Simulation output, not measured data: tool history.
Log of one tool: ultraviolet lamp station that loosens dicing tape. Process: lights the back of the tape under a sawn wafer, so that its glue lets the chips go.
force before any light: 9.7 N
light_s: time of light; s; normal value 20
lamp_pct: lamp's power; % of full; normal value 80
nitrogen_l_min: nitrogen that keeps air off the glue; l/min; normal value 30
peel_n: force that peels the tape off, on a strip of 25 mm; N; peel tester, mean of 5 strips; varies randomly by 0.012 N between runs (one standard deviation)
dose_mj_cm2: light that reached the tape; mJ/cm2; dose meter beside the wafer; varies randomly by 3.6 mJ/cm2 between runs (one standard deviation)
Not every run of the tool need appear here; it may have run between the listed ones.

run   hour  light_s  lamp_pct  nitrogen_l_min  peel_n  dose_mj_cm2
  1    0.0       20        80              30   0.662          553
  2   18.7       34        80              30   0.207          920
  3   36.7       34        80              30   0.220          918
  4   59.6       34        80              30   0.222          904
  5   79.3       34        80              30   0.228          897
  6   98.9       34        80              30   0.229          887
  7  114.2       20        80              30   0.804          517
  8  125.7       20        63              30   1.306          402
  9  153.4       20        80              30   0.853          506
 10  178.6       20        80              30   0.873          491
 11  190.1       20        80              30   0.885          492
 12  203.7       20        80              30   0.906          481
 13  231.2       12        80              40   2.016          290
     233.6  -- window cleaned of glue's vapour
 14  248.6       12        61              15   4.105          208
 15  270.8       16        86              17   2.035          383
 16  291.3       28        80              16   0.844          619
 17  307.3       28        80              16   0.859          607
     322.0  -- window cleaned of glue's vapour, once more
 18  322.2       19        93              18   0.840          597
 19  345.5       32        73              20   0.408          775
 20  371.3       39        73              20   0.279          925
 21  382.9       39        73              34   0.201          928
 22  406.5       39        66              13   0.484          834

Per-run results on a tool with no hidden state, each run keeping its own random variation:
What the log doesn't record here: lamp's light, % of a new lamp's; light that the window lets through, % of a clean one's; drift of the gauge itself on peel_n, %; drift of the gauge itself on dose_mj_cm2, %.
run  peel_n  dose_mj_cm2
  1   0.546          601
  2   0.179         1010
  3   0.187         1018
  4   0.183         1016
  5   0.184         1019
  6   0.180         1020
  7   0.572          600
  8   0.960          469
  9   0.576          600
 10   0.573          592
 11   0.574          596
 12   0.575          590
 13   1.403          360
 14   3.141          275
 15   1.213          516
 16   0.414          842
 17   0.412          836
 18   0.662          663
 19   0.308          873
 20   0.218         1057
 21   0.167         1067
 22   0.336          972
